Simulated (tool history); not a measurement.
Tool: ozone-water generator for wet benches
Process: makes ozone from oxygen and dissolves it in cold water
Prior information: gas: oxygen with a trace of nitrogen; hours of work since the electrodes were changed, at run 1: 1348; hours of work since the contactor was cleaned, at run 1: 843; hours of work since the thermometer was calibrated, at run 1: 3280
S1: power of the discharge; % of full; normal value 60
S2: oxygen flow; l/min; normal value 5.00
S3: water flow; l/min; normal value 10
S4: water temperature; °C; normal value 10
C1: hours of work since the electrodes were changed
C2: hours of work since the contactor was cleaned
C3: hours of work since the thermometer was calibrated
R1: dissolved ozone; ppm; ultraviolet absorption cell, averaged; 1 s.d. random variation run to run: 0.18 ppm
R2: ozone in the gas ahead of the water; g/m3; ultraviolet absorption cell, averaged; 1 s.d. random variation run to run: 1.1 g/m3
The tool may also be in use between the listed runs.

Run 1, day 0.000: usual settings; C1 1348; C2 843; C3 3280. Result: R1 24.5 ppm, R2 195.6 g/m3.
Run 2, day 5.108: usual settings; C1 1423; C2 918; C3 3356. Result: R1 24.5 ppm, R2 196.3 g/m3.
Run 3, day 10.346: usual settings; C1 1501; C2 996; C3 3433. Result: R1 24.4 ppm, R2 196.5 g/m3.
Run 4, day 13.754: usual settings but S3 15 l/min; C1 1551; C2 1046; C3 3484. Result: R1 17.8 ppm, R2 196.6 g/m3.
Run 5, day 19.379: usual settings but S3 15 l/min; C1 1634; C2 1129; C3 3567. Result: R1 18.0 ppm, R2 197.1 g/m3.
Run 6, day 25.842: usual settings but S3 15 l/min; C1 1729; C2 1224; C3 3662. Result: R1 17.9 ppm, R2 192.8 g/m3.
Run 7, day 29.804: usual settings; C1 1788; C2 1283; C3 3720. Result: R1 24.5 ppm, R2 196.7 g/m3.
Run 8, day 32.821: usual settings; C1 1832; C2 1327; C3 3765. Result: R1 24.9 ppm, R2 197.5 g/m3.
Run 9, day 36.379: usual settings; C1 1885; C2 1380; C3 3818. Result: R1 24.9 ppm, R2 195.9 g/m3.
Run 10, day 40.621: usual settings; C1 1948; C2 1443; C3 3880. Result: R1 24.7 ppm, R2 195.6 g/m3.
Run 11, day 45.467: usual settings; C1 2019; C2 1514; C3 3952. Result: R1 24.6 ppm, R2 197.7 g/m3.
Run 12, day 51.392: usual settings; C1 2107; C2 1602; C3 4039. Result: R1 24.8 ppm, R2 195.3 g/m3.
Run 13, day 58.342: usual settings; C1 2209; C2 1704; C3 4142. Result: R1 24.5 ppm, R2 199.2 g/m3.
Run 14, day 63.829: usual settings; C1 2290; C2 1785; C3 4223. Result: R1 25.0 ppm, R2 197.7 g/m3.
Run 15, day 69.392: usual settings; C1 2372; C2 1867; C3 4305. Result: R1 24.7 ppm, R2 195.9 g/m3.
Run 16, day 75.683: usual settings but S2 2.91 l/min; C1 2465; C2 1960; C3 4398. Result: R1 27.1 ppm, R2 284.8 g/m3.
Run 17, day 82.638: usual settings but S2 2.91 l/min; C1 2568; C2 2063; C3 4501. Result: R1 27.1 ppm, R2 285.5 g/m3.
Run 18, day 86.300: usual settings but S2 2.91 l/min; C1 2622; C2 2117; C3 4555. Result: R1 26.7 ppm, R2 285.9 g/m3.
Run 19, day 90.029: usual settings but S2 2.91 l/min; C1 2677; C2 2172; C3 4610. Result: R1 27.1 ppm, R2 288.4 g/m3.
Run 20, day 94.521: usual settings but S1 72 % of full, S2 3.40 l/min, S3 11 l/min, S4 9 °C; C1 2743; C2 2238; C3 4676. Result: R1 29.3 ppm, R2 304.3 g/m3.
Run 21, day 99.346: usual settings but S1 72 % of full, S2 3.40 l/min, S3 11 l/min, S4 9 °C; C1 2815; C2 2310; C3 4747. Result: R1 28.9 ppm, R2 305.1 g/m3.
Run 22, day 102.175: usual settings but S1 62 % of full, S2 3.05 l/min, S3 12 l/min, S4 14 °C; C1 2856; C2 2351; C3 4789. Result: R1 22.1 ppm, R2 288.8 g/m3.
Run 23, day 106.321: usual settings but S1 64 % of full, S2 7.06 l/min, S3 7 l/min, S4 13 °C; C1 2918; C2 2413; C3 4850. Result: R1 27.6 ppm, R2 167.1 g/m3.
Run 24, day 112.271: usual settings but S1 64 % of full, S2 7.06 l/min, S3 7 l/min, S4 13 °C; C1 3005; C2 2500; C3 4938. Result: R1 27.6 ppm, R2 165.3 g/m3.
Run 25, day 116.054: usual settings but S1 56 % of full, S2 3.94 l/min, S3 8 l/min, S4 11 °C; C1 3061; C2 2556; C3 4994. Result: R1 28.2 ppm, R2 223.2 g/m3.
Run 26, day 122.071: usual settings but S1 74 % of full, S2 3.94 l/min, S3 8 l/min, S4 12 °C; C1 3150; C2 2645; C3 5083. Result: R1 35.8 ppm, R2 281.5 g/m3.
Run 27, day 126.596: usual settings but S1 86 % of full, S2 3.30 l/min, S3 8 l/min, S4 6 °C; C1 3217; C2 2712; C3 5149. Result: R1 47.1 ppm, R2 365.9 g/m3.
Run 28, day 129.554: usual settings but S1 86 % of full, S2 3.30 l/min, S3 8 l/min, S4 6 °C; C1 3261; C2 2756; C3 5193. Result: R1 46.7 ppm, R2 368.3 g/m3.
Run 29, day 135.671: usual settings but S1 67 % of full, S2 3.30 l/min, S3 8 l/min, S4 6 °C; C1 3351; C2 2846; C3 5283. Result: R1 37.7 ppm, R2 292.0 g/m3.

Here are 4 independent what-if runs from the current tool condition. What would each one return?
Run A, day 138.512: usual settings but S1 42 % of full, S2 6.29 l/min, S4 11 °C; C1 3393; C2 2888; C3 5325. Result: R1 ?, R2 ?.
Run B, day 138.512: usual settings but S1 43 % of full, S3 16 l/min; C1 3393; C2 2888; C3 5325. Result: R1 ?, R2 ?.
Run C, day 138.512: usual settings but S1 67 % of full, S2 3.30 l/min, S3 12 l/min, S4 11 °C; C1 3393; C2 2888; C3 5325. Result: R1 ?, R2 ?.
Run D, day 138.512: usual settings but S1 85 % of full, S2 2.90 l/min; C1 3393; C2 2888; C3 5325. Result: R1 ?, R2 ?.

run    R1     R2
  A  16.4  124.1
  B  12.6  147.8
  C  24.8  294.1
  D  36.6  399.3
What these runs would have given with no unlogged condition in the tool:
run    R1     R2
  A  16.4  121.1
  B  12.6  144.2
  C  24.8  286.9
  D  36.6  389.7
